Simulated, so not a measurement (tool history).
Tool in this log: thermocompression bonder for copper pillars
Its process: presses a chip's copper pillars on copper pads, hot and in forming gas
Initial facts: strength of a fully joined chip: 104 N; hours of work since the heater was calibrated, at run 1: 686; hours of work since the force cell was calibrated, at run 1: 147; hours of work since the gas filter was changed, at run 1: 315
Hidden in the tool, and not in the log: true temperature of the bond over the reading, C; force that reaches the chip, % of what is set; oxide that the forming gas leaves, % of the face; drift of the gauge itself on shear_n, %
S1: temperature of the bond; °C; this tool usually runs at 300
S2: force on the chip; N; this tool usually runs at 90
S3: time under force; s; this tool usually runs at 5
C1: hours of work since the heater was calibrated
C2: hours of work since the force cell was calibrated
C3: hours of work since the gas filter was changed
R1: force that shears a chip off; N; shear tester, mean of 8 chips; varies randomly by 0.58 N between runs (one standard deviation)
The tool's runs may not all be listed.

run	hour	S1	S2	S3	C1	C2	C3	R1
1	0.0	300	90	5	686	147	315	47.0
2	20.1	300	90	5	697	158	326	47.9
3	37.5	300	90	5	706	167	335	47.6
4	57.4	300	90	5	716	178	345	47.1
5	75.9	300	90	5	726	187	355	47.9
6	92.3	300	90	5	735	196	364	46.6
7	110.9	323	90	5	744	206	373	56.3
8	126.9	305	90	5	753	214	382	49.6
9	147.5	322	54	3	764	225	393	30.0
10	159.0	322	54	3	770	231	399	30.5
# hour 162.3: heater calibrated with a thermocouple chip
11	173.3	317	74	14	6	237	405	63.7
12	194.6	317	74	14	17	248	416	63.0
13	213.4	317	74	14	27	258	426	62.5
14	225.5	299	72	8	33	265	432	45.4

3 options for the next run, each taken on its own from the tool as it stands now. Forecast them:
A	234.7	319	72	7	38	269	437	?
B	234.7	319	60	5	38	269	437	?
C	234.7	293	101	4	38	269	437	?

run	R1
A	51.1
B	38.4
C	42.8
Without the tool's hidden state the same runs would have given:
run	R1
A	59.6
B	45.3
C	50.7
